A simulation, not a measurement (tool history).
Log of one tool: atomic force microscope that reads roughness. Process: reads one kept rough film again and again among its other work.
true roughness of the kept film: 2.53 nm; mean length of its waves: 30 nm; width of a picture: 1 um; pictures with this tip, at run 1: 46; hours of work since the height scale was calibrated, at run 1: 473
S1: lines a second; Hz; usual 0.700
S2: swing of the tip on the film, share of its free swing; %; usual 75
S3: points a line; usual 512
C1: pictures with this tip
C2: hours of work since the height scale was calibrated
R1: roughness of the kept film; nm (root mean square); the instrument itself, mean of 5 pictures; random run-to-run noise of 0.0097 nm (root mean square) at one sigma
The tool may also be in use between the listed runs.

| run | hour | S1 | S2 | S3 | C1 | C2 | R1 |
|---|---|---|---|---|---|---|---|
| 1 | 0.0 | 0.700 | 75 | 512 | 46 | 473 | 2.032 |
| 2 | 7.5 | 0.700 | 75 | 512 | 62 | 479 | 1.982 |
| 3 | 18.1 | 0.700 | 75 | 512 | 86 | 487 | 1.918 |
| 4 | 28.1 | 0.700 | 75 | 512 | 108 | 495 | 1.848 |
|  | 33.9 | new tip fitted |
| 5 | 37.0 | 0.700 | 75 | 512 | 7 | 502 | 2.169 |
| 6 | 48.3 | 0.700 | 75 | 512 | 32 | 511 | 2.076 |
| 7 | 60.6 | 0.700 | 75 | 512 | 60 | 520 | 1.982 |
| 8 | 69.2 | 0.700 | 75 | 512 | 79 | 527 | 1.934 |
| 9 | 78.2 | 0.700 | 75 | 512 | 99 | 534 | 1.860 |
|  | 88.4 | new tip fitted |
| 10 | 89.8 | 0.700 | 75 | 512 | 3 | 543 | 2.204 |
| 11 | 101.9 | 0.700 | 75 | 512 | 30 | 552 | 2.094 |
| 12 | 111.8 | 0.700 | 75 | 512 | 52 | 560 | 2.029 |
| 13 | 119.3 | 0.700 | 75 | 518 | 69 | 566 | 1.970 |
| 14 | 132.5 | 0.700 | 75 | 518 | 98 | 576 | 1.877 |
|  | 143.3 | new tip fitted |
| 15 | 144.4 | 0.700 | 75 | 518 | 2 | 585 | 2.187 |
| 16 | 157.0 | 0.700 | 75 | 473 | 30 | 595 | 2.072 |
| 17 | 171.6 | 0.700 | 75 | 473 | 63 | 607 | 1.977 |
| 18 | 179.2 | 0.700 | 75 | 512 | 80 | 612 | 1.906 |
| 19 | 193.9 | 0.700 | 67 | 512 | 113 | 624 | 1.849 |
|  | 198.1 | new tip fitted |
| 20 | 201.3 | 0.601 | 57 | 294 | 7 | 629 | 2.249 |
| 21 | 214.8 | 0.601 | 57 | 294 | 37 | 640 | 2.133 |
| 22 | 222.7 | 1.386 | 64 | 365 | 55 | 646 | 1.993 |
| 23 | 229.9 | 1.386 | 64 | 708 | 71 | 652 | 1.948 |
| 24 | 238.0 | 1.386 | 64 | 708 | 89 | 658 | 1.905 |
| 25 | 247.5 | 0.759 | 71 | 512 | 110 | 666 | 1.853 |
|  | 253.2 | new tip fitted |
| 26 | 256.3 | 0.700 | 88 | 857 | 8 | 672 | 2.093 |
| 27 | 267.4 | 0.700 | 88 | 857 | 32 | 681 | 1.986 |
| 28 | 278.2 | 1.164 | 56 | 516 | 56 | 689 | 2.046 |
| 29 | 286.1 | 1.054 | 56 | 516 | 74 | 696 | 2.011 |
| 30 | 301.7 | 1.054 | 56 | 516 | 109 | 708 | 1.878 |
|  | 307.7 | new tip fitted |
| 31 | 314.4 | 3.370 | 75 | 513 | 15 | 717 | 1.780 |
| 32 | 323.9 | 2.502 | 83 | 455 | 36 | 725 | 1.661 |
| 33 | 332.1 | 3.799 | 75 | 451 | 54 | 731 | 1.615 |
| 34 | 343.9 | 1.407 | 75 | 406 | 80 | 740 | 1.788 |
| 35 | 350.6 | 1.407 | 75 | 406 | 96 | 746 | 1.755 |
|  | 362.4 | new tip fitted |
| 36 | 364.9 | 0.599 | 65 | 384 | 5 | 757 | 2.226 |

4 options for the next run, each taken on its own from the tool as it stands now. Forecast them:
| A | 373.4 | 0.700 | 63 | 329 | 24 | 763 | ? |
| B | 373.4 | 2.719 | 85 | 512 | 24 | 763 | ? |
| C | 373.4 | 1.445 | 58 | 455 | 24 | 763 | ? |
| D | 373.4 | 2.347 | 58 | 259 | 24 | 763 | ? |

| run | R1 |
|---|---|
| A | 2.144 |
| B | 1.658 |
| C | 2.130 |
| D | 2.062 |
With the hidden condition removed and each run's random variation left untouched, the same runs would have given:
| run | R1 |
|---|---|
| A | 2.264 |
| B | 1.751 |
| C | 2.249 |
| D | 2.177 |

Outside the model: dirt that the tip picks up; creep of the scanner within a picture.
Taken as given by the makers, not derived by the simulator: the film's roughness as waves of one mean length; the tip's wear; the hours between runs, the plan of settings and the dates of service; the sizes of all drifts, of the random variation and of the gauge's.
